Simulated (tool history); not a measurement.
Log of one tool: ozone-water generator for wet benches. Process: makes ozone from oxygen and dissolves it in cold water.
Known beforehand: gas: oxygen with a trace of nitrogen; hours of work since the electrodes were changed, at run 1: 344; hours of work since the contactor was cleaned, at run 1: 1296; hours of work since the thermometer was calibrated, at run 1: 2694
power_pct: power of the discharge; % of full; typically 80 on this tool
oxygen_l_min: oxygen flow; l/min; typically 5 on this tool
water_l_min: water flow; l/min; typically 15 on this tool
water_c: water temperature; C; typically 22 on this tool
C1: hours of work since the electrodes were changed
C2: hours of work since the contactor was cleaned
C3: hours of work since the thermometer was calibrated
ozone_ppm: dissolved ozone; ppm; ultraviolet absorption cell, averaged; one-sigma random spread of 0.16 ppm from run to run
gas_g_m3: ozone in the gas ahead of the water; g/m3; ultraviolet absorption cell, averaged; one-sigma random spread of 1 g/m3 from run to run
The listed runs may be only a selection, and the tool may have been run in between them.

run 1 hour=0 | power_pct=80 oxygen_l_min=5 water_l_min=15 water_c=22 | C1=344 C2=1296 C3=2694 | ozone_ppm=20.1 gas_g_m3=174.1
run 2 hour=40 | power_pct=80 oxygen_l_min=5 water_l_min=15 water_c=22 | C1=368 C2=1320 C3=2718 | ozone_ppm=20.3 gas_g_m3=175.3
run 3 hour=71.3 | power_pct=80 oxygen_l_min=5 water_l_min=15 water_c=22 | C1=387 C2=1339 C3=2737 | ozone_ppm=20.3 gas_g_m3=173.2
run 4 hour=106.4 | power_pct=70 oxygen_l_min=5 water_l_min=15 water_c=22 | C1=408 C2=1361 C3=2759 | ozone_ppm=17.8 gas_g_m3=153.6
run 5 hour=144.9 | power_pct=70 oxygen_l_min=5 water_l_min=15 water_c=22 | C1=432 C2=1384 C3=2782 | ozone_ppm=17.8 gas_g_m3=155
run 6 hour=169.1 | power_pct=80 oxygen_l_min=5 water_l_min=15 water_c=22 | C1=447 C2=1399 C3=2797 | ozone_ppm=20 gas_g_m3=175.2
run 7 hour=204.1 | power_pct=80 oxygen_l_min=5 water_l_min=15 water_c=22 | C1=468 C2=1420 C3=2818 | ozone_ppm=20.1 gas_g_m3=175.2
run 8 hour=244 | power_pct=80 oxygen_l_min=5 water_l_min=15 water_c=22 | C1=492 C2=1444 C3=2843 | ozone_ppm=20.2 gas_g_m3=174.5
run 9 hour=264 | power_pct=80 oxygen_l_min=5 water_l_min=15 water_c=22 | C1=504 C2=1456 C3=2855 | ozone_ppm=20 gas_g_m3=172.9
run 10 hour=292.5 | power_pct=80 oxygen_l_min=5 water_l_min=15 water_c=17 | C1=522 C2=1474 C3=2872 | ozone_ppm=21.7 gas_g_m3=174.4
run 11 hour=318.3 | power_pct=80 oxygen_l_min=5 water_l_min=15 water_c=17 | C1=537 C2=1490 C3=2888 | ozone_ppm=22 gas_g_m3=175.3
run 12 hour=340.4 | power_pct=80 oxygen_l_min=5 water_l_min=15 water_c=17 | C1=551 C2=1503 C3=2901 | ozone_ppm=21.7 gas_g_m3=174.7
run 13 hour=371.5 | power_pct=80 oxygen_l_min=5 water_l_min=18 water_c=22 | C1=570 C2=1522 C3=2920 | ozone_ppm=17.9 gas_g_m3=174.3
run 14 hour=404.9 | power_pct=80 oxygen_l_min=5 water_l_min=15 water_c=22 | C1=590 C2=1542 C3=2941 | ozone_ppm=20 gas_g_m3=174.3
run 15 hour=440.7 | power_pct=80 oxygen_l_min=3.21 water_l_min=15 water_c=22 | C1=612 C2=1564 C3=2962 | ozone_ppm=20.8 gas_g_m3=228.4
run 16 hour=475.8 | power_pct=80 oxygen_l_min=5 water_l_min=22 water_c=22 | C1=633 C2=1585 C3=2984 | ozone_ppm=15.9 gas_g_m3=175
run 17 hour=500.9 | power_pct=80 oxygen_l_min=5 water_l_min=22 water_c=22 | C1=649 C2=1601 C3=2999 | ozone_ppm=15.5 gas_g_m3=173.5
run 18 hour=524.9 | power_pct=71 oxygen_l_min=5 water_l_min=22 water_c=22 | C1=663 C2=1615 C3=3014 | ozone_ppm=14.1 gas_g_m3=157.2
run 19 hour=551.5 | power_pct=94 oxygen_l_min=6.46 water_l_min=10 water_c=20 | C1=680 C2=1632 C3=3030 | ozone_ppm=28.6 gas_g_m3=175.4
run 20 hour=574 | power_pct=94 oxygen_l_min=6.46 water_l_min=10 water_c=20 | C1=693 C2=1645 C3=3044 | ozone_ppm=28.7 gas_g_m3=174
run 21 hour=599.2 | power_pct=80 oxygen_l_min=4.18 water_l_min=15 water_c=20 | C1=709 C2=1661 C3=3059 | ozone_ppm=21.4 gas_g_m3=195.1
run 22 hour=636.7 | power_pct=80 oxygen_l_min=5 water_l_min=9 water_c=26 | C1=731 C2=1683 C3=3082 | ozone_ppm=24.2 gas_g_m3=174.9
run 23 hour=671.9 | power_pct=80 oxygen_l_min=5 water_l_min=9 water_c=26 | C1=753 C2=1705 C3=3103 | ozone_ppm=24.2 gas_g_m3=173.6
run 24 hour=700.5 | power_pct=80 oxygen_l_min=5 water_l_min=22 water_c=23 | C1=770 C2=1722 C3=3121 | ozone_ppm=15.4 gas_g_m3=175.7
run 25 hour=722.6 | power_pct=40 oxygen_l_min=5.38 water_l_min=20 water_c=18 | C1=784 C2=1736 C3=3134 | ozone_ppm=9.3 gas_g_m3=88
run 26 hour=751.5 | power_pct=40 oxygen_l_min=5.38 water_l_min=20 water_c=18 | C1=801 C2=1753 C3=3152 | ozone_ppm=9.3 gas_g_m3=88.4
run 27 hour=774.2 | power_pct=40 oxygen_l_min=5.38 water_l_min=20 water_c=18 | C1=815 C2=1767 C3=3165 | ozone_ppm=9.4 gas_g_m3=87.9
run 28 hour=794.7 | power_pct=40 oxygen_l_min=5.38 water_l_min=20 water_c=18 | C1=828 C2=1780 C3=3178 | ozone_ppm=9.3 gas_g_m3=87.9
run 29 hour=824.5 | power_pct=67 oxygen_l_min=8.4 water_l_min=22 water_c=17 | C1=846 C2=1798 C3=3196 | ozone_ppm=13.6 gas_g_m3=109.5
run 30 hour=854.4 | power_pct=68 oxygen_l_min=5 water_l_min=15 water_c=22 | C1=864 C2=1816 C3=3214 | ozone_ppm=17.3 gas_g_m3=149.6
run 31 hour=877.2 | power_pct=43 oxygen_l_min=5.03 water_l_min=15 water_c=27 | C1=878 C2=1830 C3=3228 | ozone_ppm=10.3 gas_g_m3=99
run 32 hour=896.3 | power_pct=80 oxygen_l_min=4.27 water_l_min=20 water_c=22 | C1=889 C2=1842 C3=3240 | ozone_ppm=16.9 gas_g_m3=192.2
run 33 hour=925.9 | power_pct=62 oxygen_l_min=5 water_l_min=10 water_c=25 | C1=908 C2=1860 C3=3258 | ozone_ppm=18.9 gas_g_m3=137.8

4 ways to go on from here, each from the tool as it stands after run 33. What would each give?
run A hour=943 | power_pct=80 oxygen_l_min=4.37 water_l_min=10 water_c=23 | C1=918 C2=1870 C3=3268 | ozone_ppm=? gas_g_m3=?
run B hour=943 | power_pct=47 oxygen_l_min=5 water_l_min=10 water_c=25 | C1=918 C2=1870 C3=3268 | ozone_ppm=? gas_g_m3=?
run C hour=943 | power_pct=62 oxygen_l_min=6.45 water_l_min=14 water_c=15 | C1=918 C2=1870 C3=3268 | ozone_ppm=? gas_g_m3=?
run D hour=943 | power_pct=62 oxygen_l_min=5 water_l_min=10 water_c=16 | C1=918 C2=1870 C3=3268 | ozone_ppm=? gas_g_m3=?

run=A ozone_ppm=25.5 gas_g_m3=191
run=B ozone_ppm=14.4 gas_g_m3=106
run=C ozone_ppm=18 gas_g_m3=118.7
run=D ozone_ppm=22.3 gas_g_m3=138.7
The same runs, with their run-to-run variation unchanged, on a tool lacking any hidden condition would have given:
run=A ozone_ppm=25.6 gas_g_m3=191.1
run=B ozone_ppm=14.4 gas_g_m3=106
run=C ozone_ppm=18.1 gas_g_m3=118.7
run=D ozone_ppm=22.3 gas_g_m3=138.7
